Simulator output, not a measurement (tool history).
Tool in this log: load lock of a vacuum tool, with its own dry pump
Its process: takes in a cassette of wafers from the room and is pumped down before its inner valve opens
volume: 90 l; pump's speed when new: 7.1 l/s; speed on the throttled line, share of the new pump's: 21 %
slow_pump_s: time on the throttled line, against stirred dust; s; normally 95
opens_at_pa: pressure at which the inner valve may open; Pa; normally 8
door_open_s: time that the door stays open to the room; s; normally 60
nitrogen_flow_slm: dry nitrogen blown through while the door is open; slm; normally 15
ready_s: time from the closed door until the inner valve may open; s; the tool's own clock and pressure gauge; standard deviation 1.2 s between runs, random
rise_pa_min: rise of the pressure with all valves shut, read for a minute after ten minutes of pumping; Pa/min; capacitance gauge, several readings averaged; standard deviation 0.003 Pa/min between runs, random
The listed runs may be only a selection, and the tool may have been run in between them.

run    hour  slow_pump_s  opens_at_pa  door_open_s  nitrogen_flow_slm  incoming humidity of the room's air, %  ready_s  rise_pa_min
  1       0           95            8           60                 15                                    44.7    197.4        0.097
  2   227.2           96            8           60                 15                                    42.6    198.8        0.093
  3   413.2           95            8           60                 15                                    45.4    194.7        0.106
  4   530.7           95            8           60                 15                                    40.1    198.8        0.099
  5   758.5           95            8           60                 15                                      46    198.4        0.103
  6   937.8           95           14           60                 15                                    43.8    190.1        0.106
  7  1119.5           95           14           60                 15                                    42.5    189.1        0.116
  8  1250.9           96            8           44                 15                                    45.6    197.6        0.103
  9  1440.3           95            7          231                 15                                    44.6    197.4        0.156
 10  1594.1          157            8          231                 40                                    44.6    244.6        0.125
 11    1824           89            7          229                 40                                      43    194.1        0.128

Branching from run 11: 3 alternative next runs. What would each branch give?
  A  2046.7          158            8           60                 15                                    45.8        ?            ?
  B  2046.7           89           11          229                 40                                    48.3        ?            ?
  C  2046.7           95            7           60                 15                                    48.2        ?            ?

run  ready_s  rise_pa_min
  A    247.2        0.127
  B    190.6        0.138
  C    199.9        0.123
What these runs would have given with no unlogged condition in the tool:
run  ready_s  rise_pa_min
  A    245.2        0.041
  B    188.7        0.052
  C    197.9        0.038

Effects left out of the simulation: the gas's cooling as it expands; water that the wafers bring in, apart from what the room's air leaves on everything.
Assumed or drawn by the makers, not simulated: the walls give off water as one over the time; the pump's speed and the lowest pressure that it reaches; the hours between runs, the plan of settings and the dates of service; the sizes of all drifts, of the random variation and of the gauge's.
